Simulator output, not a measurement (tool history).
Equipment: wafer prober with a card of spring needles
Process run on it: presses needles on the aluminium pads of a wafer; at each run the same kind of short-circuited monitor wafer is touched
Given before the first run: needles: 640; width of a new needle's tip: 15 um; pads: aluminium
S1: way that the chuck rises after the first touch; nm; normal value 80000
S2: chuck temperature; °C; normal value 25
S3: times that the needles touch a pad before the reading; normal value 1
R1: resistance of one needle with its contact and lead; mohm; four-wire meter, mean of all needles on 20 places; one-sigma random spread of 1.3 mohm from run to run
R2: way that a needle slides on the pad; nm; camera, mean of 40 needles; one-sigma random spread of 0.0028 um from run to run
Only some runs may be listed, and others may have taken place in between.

| run | hour | S1 | S2 | S3 | R1 | R2 |
|---|---|---|---|---|---|---|
| 1 | 0 | 80000 | 25 | 1 | 102 | 11034 |
|  | 11.5 | tips cleaned on abrasive film |
| 2 | 18.3 | 80000 | 25 | 1 | 101 | 11035 |
|  | 29.6 | tips cleaned on abrasive film |
| 3 | 32.9 | 80000 | 25 | 2 | 101 | 11033 |
|  | 47.9 | tips cleaned on abrasive film |
| 4 | 51.3 | 80000 | 25 | 2 | 102 | 11027 |
|  | 65.3 | tips cleaned on abrasive film |
| 5 | 67 | 80000 | 25 | 2 | 104 | 11022 |
| 6 | 81.4 | 80000 | 28 | 1 | 102 | 11018 |
|  | 83.3 | tips cleaned on abrasive film |
| 7 | 94.1 | 80000 | 28 | 1 | 102 | 11014 |
|  | 96.8 | height of the first contact set anew |
|  | 100.8 | tips cleaned on abrasive film |
| 8 | 110.1 | 80000 | 28 | 1 | 106 | 11012 |
|  | 119.1 | tips cleaned on abrasive film |
| 9 | 122.9 | 80000 | 25 | 1 | 101 | 11009 |
|  | 137.3 | tips cleaned on abrasive film |
| 10 | 137.8 | 80000 | 30 | 1 | 105 | 11009 |
| 11 | 151.7 | 66000 | 25 | 1 | 103 | 9083 |
|  | 154.8 | tips cleaned on abrasive film |
| 12 | 166.1 | 66000 | 25 | 2 | 104 | 9076 |
|  | 173.2 | tips cleaned on abrasive film |
| 13 | 182.2 | 80000 | 25 | 1 | 101 | 10998 |
|  | 191.1 | tips cleaned on abrasive film |
| 14 | 201.5 | 80000 | 25 | 1 | 103 | 10995 |
|  | 209.2 | tips cleaned on abrasive film |
| 15 | 215.6 | 80000 | 25 | 1 | 101 | 10990 |
|  | 227.4 | tips cleaned on abrasive film |
| 16 | 231.6 | 80000 | 25 | 1 | 102 | 10990 |
|  | 239.4 | height of the first contact set anew |
| 17 | 240.2 | 80000 | 59 | 1 | 104 | 10994 |
|  | 245.8 | tips cleaned on abrasive film |
| 18 | 252.4 | 78000 | 36 | 1 | 104 | 10713 |
|  | 263.3 | tips cleaned on abrasive film |
| 19 | 267.7 | 78000 | 36 | 1 | 101 | 10716 |
| 20 | 276.1 | 78000 | 36 | 1 | 104 | 10716 |
|  | 281.9 | tips cleaned on abrasive film |
| 21 | 289.9 | 63000 | 45 | 1 | 106 | 8645 |
|  | 300 | tips cleaned on abrasive film |
| 22 | 301.2 | 69000 | 42 | 2 | 103 | 9467 |
| 23 | 312.2 | 69000 | 42 | 1 | 107 | 9472 |
|  | 317.9 | tips cleaned on abrasive film |
| 24 | 329.2 | 69000 | 69 | 1 | 109 | 9464 |
|  | 336.6 | tips cleaned on abrasive film |
| 25 | 346.5 | 87000 | 113 | 2 | 112 | 11931 |
|  | 353.8 | tips cleaned on abrasive film |
| 26 | 363.8 | 67000 | 78 | 2 | 110 | 9190 |
|  | 372.4 | tips cleaned on abrasive film |
| 27 | 380.5 | 67000 | 78 | 2 | 111 | 9184 |
|  | 381.7 | height of the first contact set anew |
|  | 390.1 | tips cleaned on abrasive film |
| 28 | 394.3 | 98000 | 44 | 2 | 105 | 13430 |
|  | 408.3 | tips cleaned on abrasive film |
| 29 | 411 | 94000 | 41 | 1 | 101 | 12875 |
| 30 | 421.2 | 100000 | 56 | 1 | 104 | 13699 |
|  | 425.7 | tips cleaned on abrasive film |
| 31 | 434.3 | 100000 | 56 | 1 | 105 | 13694 |
|  | 443.1 | tips cleaned on abrasive film |
| 32 | 452.8 | 100000 | 56 | 1 | 103 | 13686 |

Below, some changes in R2 between adjacent runs. For each, the amount present without the hidden state too (settings, incoming material, random variation) and the amount remaining for the hidden state with gauge scatter not shared by both compared results:
The hidden state here: debris on the tips, nm; way that the needles fall short of the set height, um; tips' diameter, um; drift of the gauge itself on contact_mohm, %; drift of the gauge itself on scrub_um, %.
Run 24 -> 25: S1 69000 -> 87000, S2 69 -> 113, S3 1 -> 2, tips cleaned on abrasive film. R2 +2467 nm: hidden state -17, all else +2484.
Run 25 -> 26: S1 87000 -> 67000, S2 113 -> 78, tips cleaned on abrasive film. R2 -2741 nm: hidden state +14, all else -2755.
Run 27 -> 28: S1 67000 -> 98000, S2 78 -> 44, height of the first contact set anew, tips cleaned on abrasive film. R2 +4246 nm: hidden state -29, all else +4275.

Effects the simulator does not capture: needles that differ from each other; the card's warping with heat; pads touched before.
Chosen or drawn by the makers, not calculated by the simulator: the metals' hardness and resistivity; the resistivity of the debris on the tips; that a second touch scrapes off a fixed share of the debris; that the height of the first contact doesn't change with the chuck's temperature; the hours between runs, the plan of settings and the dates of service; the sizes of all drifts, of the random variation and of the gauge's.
